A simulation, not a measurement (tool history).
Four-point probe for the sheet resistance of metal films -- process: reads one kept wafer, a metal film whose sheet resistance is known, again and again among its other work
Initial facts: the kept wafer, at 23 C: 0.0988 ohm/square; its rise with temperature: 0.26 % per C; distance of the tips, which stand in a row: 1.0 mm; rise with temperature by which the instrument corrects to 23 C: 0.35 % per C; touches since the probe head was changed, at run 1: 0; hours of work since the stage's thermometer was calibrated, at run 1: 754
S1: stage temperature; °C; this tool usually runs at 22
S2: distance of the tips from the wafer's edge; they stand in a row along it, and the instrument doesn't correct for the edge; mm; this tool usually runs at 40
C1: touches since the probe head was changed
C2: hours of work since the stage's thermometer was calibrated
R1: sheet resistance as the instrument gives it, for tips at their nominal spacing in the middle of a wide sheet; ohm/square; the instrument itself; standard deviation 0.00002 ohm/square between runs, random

run,hour,S1,S2,C1,C2,R1
1,0,22,40,0,754,0.098633
2,107.6,22,40,5174,812,0.098648
3,183.5,22,8,8825,854,0.099377
4,254.4,22,8,12237,893,0.09936
5,347.3,22,10,16705,943,0.099066
6,397,22,10,19096,971,0.099006
# hour 407: stage's thermometer calibrated
7,473.6,22,10,22757,36,0.098978
8,529.6,22,10,25451,67,0.09895
9,602.8,22,10,28971,107,0.098916
10,664.3,34,58,31929,141,0.097333
11,732.7,30,31,35221,178,0.097675

Here are 4 independent what-if runs from the current tool condition. What would each one return?
A,829.2,30,23,39863,231,?
B,829.2,35,40,39863,231,?
C,829.2,26,3,39863,231,?
D,829.2,30,8,39863,231,?

run,R1
A,0.097708
B,0.097191
C,0.103474
D,0.098396
Stripped of hidden state, with their random variation kept, the same runs would have yielded:
run,R1
A,0.098275
B,0.097754
C,0.104074
D,0.098967

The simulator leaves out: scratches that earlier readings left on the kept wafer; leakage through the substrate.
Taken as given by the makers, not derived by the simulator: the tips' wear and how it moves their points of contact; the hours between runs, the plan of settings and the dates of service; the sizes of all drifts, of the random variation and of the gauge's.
